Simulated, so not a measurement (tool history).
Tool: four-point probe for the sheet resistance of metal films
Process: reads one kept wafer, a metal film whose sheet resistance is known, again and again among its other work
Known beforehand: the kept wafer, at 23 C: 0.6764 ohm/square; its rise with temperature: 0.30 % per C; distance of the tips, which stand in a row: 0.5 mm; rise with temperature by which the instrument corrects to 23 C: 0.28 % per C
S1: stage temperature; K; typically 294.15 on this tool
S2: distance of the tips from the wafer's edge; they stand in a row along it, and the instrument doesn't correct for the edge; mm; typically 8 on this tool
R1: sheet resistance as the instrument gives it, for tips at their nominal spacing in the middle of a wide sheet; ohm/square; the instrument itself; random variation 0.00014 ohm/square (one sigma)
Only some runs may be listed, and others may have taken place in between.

run	hour	S1	S2	R1
1	0.0	294.15	8	0.685847
2	79.3	294.15	8	0.685915
3	150.9	308.15	8	0.687590
4	225.0	294.15	11	0.685663
5	324.1	294.15	8	0.686659
6	428.2	294.15	8	0.686782
7	512.1	294.15	8	0.686815
8	582.6	294.15	8	0.686808
9	689.1	294.15	8	0.687022
10	797.2	294.15	8	0.687303
11	896.9	294.15	8	0.687413
12	1024.3	294.15	8	0.687746
13	1130.3	294.15	8	0.687946
14	1185.0	294.15	8	0.687945
15	1277.2	296.15	8	0.688740
16	1374.2	294.15	8	0.688212
17	1446.2	294.15	8	0.688436
18	1534.1	294.15	8	0.688854
19	1650.9	294.15	8	0.689015
20	1727.5	308.15	8	0.690712
21	1796.9	308.15	8	0.690850
22	1861.4	308.15	64	0.689467
# hour 1898.0: stage's thermometer calibrated
23	1921.8	304.15	7	0.691805
24	1988.9	301.15	10	0.690708
# hour 2049.2: new probe head fitted
# hour 2085.5: stage's thermometer calibrated, once more
25	2085.5	301.15	10	0.681074
26	2173.5	305.15	8	0.682452
27	2244.2	292.15	70	0.679806
28	2300.4	294.15	18	0.680412
29	2422.6	302.15	23	0.681202
30	2484.4	302.15	23	0.681352
31	2611.6	302.15	23	0.681572
32	2725.0	302.15	23	0.682166
33	2838.6	302.15	23	0.681981
34	2928.3	305.15	29	0.682415
35	3048.6	294.15	30	0.681318
36	3130.5	302.15	57	0.682321
37	3227.8	294.15	11	0.682626
38	3318.9	300.15	71	0.682644

Below, some changes in R1 between adjacent runs. For each, the amount present without the hidden state too (settings, incoming material, random variation) and the amount remaining for the hidden state with gauge scatter not shared by both compared results:
Hidden state at play: inner tips' distance over the nominal, %; tips' flats over new ones', %; wafer's true temperature over the reading, C; drift of the gauge itself on sheet_ohm, %.
Run 11 -> 12: settings left as they were, no log entry in between. R1 +0.000333 ohm/square: hidden state +0.000245, all else +0.000088.
Run 22 -> 23: S1 308.15 -> 304.15, S2 64 -> 7, stage's thermometer calibrated. R1 +0.002338 ohm/square: hidden state +0.001051, all else +0.001287.
Run 24 -> 25: new probe head fitted, stage's thermometer calibrated, once more. R1 -0.009634 ohm/square: hidden state -0.009381, all else -0.000253.
Run 26 -> 27: S1 305.15 -> 292.15, S2 8 -> 70. R1 -0.002646 ohm/square: hidden state +0.000122, all else -0.002768.
